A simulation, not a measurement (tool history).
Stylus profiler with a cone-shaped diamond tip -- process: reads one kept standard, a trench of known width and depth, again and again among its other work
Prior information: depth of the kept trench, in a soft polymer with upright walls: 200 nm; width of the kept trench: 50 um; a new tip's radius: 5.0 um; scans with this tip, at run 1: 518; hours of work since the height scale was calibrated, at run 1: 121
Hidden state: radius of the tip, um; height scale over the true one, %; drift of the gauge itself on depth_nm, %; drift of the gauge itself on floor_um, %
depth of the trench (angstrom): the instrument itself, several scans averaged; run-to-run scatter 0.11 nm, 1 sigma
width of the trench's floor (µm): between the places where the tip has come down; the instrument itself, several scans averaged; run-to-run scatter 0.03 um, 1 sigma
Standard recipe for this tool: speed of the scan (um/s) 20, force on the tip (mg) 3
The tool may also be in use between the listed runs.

run     day  speed of the scan (um/s)  force on the tip (mg)  scans with this tip  hours of work since the height scale was calibrated  depth of the trench (angstrom)  width of the trench's floor (µm)
  1       0                        20                      3                  518                                                  121                          2015.3                             47.15
  2   0.946                        20                      3                  570                                                  134                          2014.8                             47.09
  3   2.496                        20                      3                  656                                                  154                            2015                             47.08
  4   3.554                        20                   1.73                  714                                                  167                          2012.5                             47.04
  5   4.625                        20                   1.73                  773                                                  181                          2009.9                              47.1
  6   5.679                        20                   1.73                  831                                                  195                            2013                             47.07
  7   7.046                        20                   1.73                  907                                                  212                          2012.6                             47.15
  8   7.879                        20                   1.73                  953                                                  223                          2012.1                             47.07
  9   8.946                        20                   1.73                 1012                                                  237                          2011.3                             47.07
 10   9.925                        17                      3                 1066                                                  250                          2016.3                             47.11
 11  10.979                        20                      3                 1124                                                  263                          2016.3                             47.14
 12  12.146                        20                      3                 1189                                                  278                          2015.3                              47.1
 13  12.938                        20                   2.54                 1232                                                  289                          2015.4                             47.11
 14  13.971                        20                   2.54                 1289                                                  302                          2013.2                             47.06
 15  14.979                        20                   2.54                 1345                                                  315                          2014.9                             47.12
 16  16.454                        20                   2.54                 1426                                                  334                          2015.1                              47.1
 17  18.079                        21                   2.54                 1516                                                  355                          2015.3                             47.11
 18  18.833                        61                      3                 1558                                                  365                          2017.3                             46.93
 19   20.45                        61                      3                 1647                                                  386                          2016.7                             46.94
 20  22.088                         6                      3                 1737                                                  407                          2017.6                             47.08
 21  23.396                        20                      3                 1809                                                  424                          2016.8                             47.09
 22  24.167                        36                      3                 1852                                                  434                          2018.2                             47.01
 23  25.179                        36                      3                 1908                                                  447                          2017.7                                47
 24  26.908                         7                    5.8                 2003                                                  469                          2025.1                              47.1
 25   28.15                        13                      3                 2072                                                  485                          2017.7                             47.09
 26  29.696                        13                      3                 2157                                                  505                          2017.5                             47.08
 27  30.683                        13                   5.36                 2212                                                  518                          2024.4                             47.08
 28  31.867                        20                   7.35                 2277                                                  534                          2028.7                             47.07
 29  33.429                        20                   7.35                 2363                                                  554                          2028.7                             47.05
 30  34.396                         8                   5.98                 2417                                                  566                          2026.2                             47.09
 31  35.242                         8                   5.94                 2464                                                  577                          2027.2                              47.1
 32  37.004                         8                   5.94                 2561                                                  600                          2025.4                              47.1
 33  37.929                        19                    2.5                 2612                                                  612                          2018.5                             47.02
 34  39.504                        17                   3.17                 2699                                                  632                          2019.3                             47.02
 35  40.267                        17                   3.17                 2741                                                  642                            2019                             47.07
 36  41.546                        17                   3.17                 2812                                                  659                            2019                             47.01
 37  43.283                         6                   3.17                 2908                                                  681                          2019.2                             47.15
 38  44.538                        39                   6.37                 2977                                                  697                          2028.4                             46.97
 39  46.208                        27                   2.06                 3069                                                  719                          2014.8                             46.99
 40  47.308                        27                   2.06                 3130                                                  733                          2018.6                             46.95
 41  48.921                        27                   2.06                 3219                                                  754                          2017.2                             46.93
 42  50.175                        24                   1.74                 3288                                                  770                          2014.8                             46.95
 43  51.283                        44                      3                 3349                                                  785                          2020.3                             46.91
 44  52.792                        20                      3                 3432                                                  804                            2021                                47
 45  53.646                        20                      3                 3480                                                  815                          2019.4                              47.1
 46   55.15                        11                   6.42                 3563                                                  835                          2028.7                             47.06

Subtracting, for every run, the result it would have given without the tool's unlogged condition from the measured result gives the following. The same run-to-run variation enters both numbers; the gauge's scatter may not:
run  depth of the trench (angstrom)  width of the trench's floor (µm)
  1                            +1.8                             +0.03
  2                            +1.9                             +0.03
  3                            +2.1                             +0.02
  4                            +2.2                             +0.02
  5                            +2.3                             +0.02
  6                            +2.4                             +0.01
  7                            +2.6                             +0.01
  8                            +2.7                             +0.01
  9                            +2.8                             +0.01
 10                              +3                             +0.01
 11                            +3.1                             -0.01
 12                            +3.2                                +0
 13                            +3.2                                +0
 14                            +3.4                             -0.01
 15                            +3.6                             -0.02
 16                            +3.7                             -0.01
 17                            +3.9                             -0.02
 18                            +4.1                             -0.02
 19                            +4.2                             -0.03
 20                            +4.4                             -0.03
 21                            +4.6                             -0.03
 22                            +4.6                             -0.04
 23                            +4.8                             -0.04
 24                            +4.9                             -0.05
 25                            +5.1                             -0.05
 26                            +5.2                             -0.05
 27                            +5.4                             -0.06
 28                            +5.6                             -0.06
 29                            +5.8                             -0.06
 30                            +5.8                             -0.07
 31                              +6                             -0.07
 32                            +6.1                             -0.07
 33                            +6.3                             -0.07
 34                            +6.5                             -0.07
 35                            +6.5                             -0.08
 36                            +6.7                             -0.09
 37                            +6.9                             -0.09
 38                            +7.1                             -0.09
 39                            +7.2                             -0.09
 40                            +7.3                              -0.1
 41                            +7.5                              -0.1
 42                            +7.7                             -0.11
 43                            +7.9                             -0.11
 44                              +8                             -0.11
 45                            +8.1                             -0.11
 46                            +8.4                             -0.11
